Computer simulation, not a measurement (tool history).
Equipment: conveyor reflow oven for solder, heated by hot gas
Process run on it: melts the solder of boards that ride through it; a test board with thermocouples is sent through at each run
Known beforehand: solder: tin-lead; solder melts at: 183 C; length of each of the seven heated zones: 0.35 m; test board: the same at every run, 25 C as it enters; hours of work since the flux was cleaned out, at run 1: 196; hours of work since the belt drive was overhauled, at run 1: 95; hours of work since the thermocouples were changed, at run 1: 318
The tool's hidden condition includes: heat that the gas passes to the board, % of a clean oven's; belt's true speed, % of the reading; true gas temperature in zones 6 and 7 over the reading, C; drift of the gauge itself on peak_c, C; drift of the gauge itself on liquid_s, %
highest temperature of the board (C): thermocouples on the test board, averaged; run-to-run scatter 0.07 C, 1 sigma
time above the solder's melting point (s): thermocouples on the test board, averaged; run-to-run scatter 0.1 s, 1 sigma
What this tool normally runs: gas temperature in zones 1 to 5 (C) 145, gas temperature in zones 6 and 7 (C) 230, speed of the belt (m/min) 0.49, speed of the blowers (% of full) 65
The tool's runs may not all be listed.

run,day,gas temperature in zones 1 to 5 (C),gas temperature in zones 6 and 7 (C),speed of the belt (m/min),speed of the blowers (% of full),hours of work since the flux was cleaned out,hours of work since the belt drive was overhauled,hours of work since the thermocouples were changed,highest temperature of the board (C),time above the solder's melting point (s)
1,0,145,230,0.49,65,196,95,318,215.34,65.7
2,0.425,145,230,0.49,65,201,101,323,215.4,65.7
3,0.729,145,230,0.49,65,205,104,327,215.35,65.8
4,1.008,145,230,0.49,65,209,108,331,215.4,65.7
5,1.429,145,230,0.49,65,214,113,336,215.41,65.8
6,1.629,145,230,0.483,65,216,116,338,215.76,67.2
7,1.812,145,230,0.483,65,219,118,340,215.76,67
8,2.158,145,230,0.483,65,223,122,345,215.76,67.2
9,2.454,145,230,0.483,65,227,126,348,215.86,67.1
10,2.854,145,243,0.483,65,232,131,353,227.06,75.9
11,3.088,145,243,0.483,65,234,134,356,227.06,75.6
12,3.412,145,243,0.483,65,238,138,360,227.17,75.8

Run 13 comes next. What will it give?
13,3.654,145,230,0.453,65,242,141,363,?,?

highest temperature of the board (C): 217.47
time above the solder's melting point (s): 73.8
If the tool had no hidden condition, the same run with the same run-to-run variation would have returned highest temperature of the board (C) 217.86, time above the solder's melting point (s) 74.1.

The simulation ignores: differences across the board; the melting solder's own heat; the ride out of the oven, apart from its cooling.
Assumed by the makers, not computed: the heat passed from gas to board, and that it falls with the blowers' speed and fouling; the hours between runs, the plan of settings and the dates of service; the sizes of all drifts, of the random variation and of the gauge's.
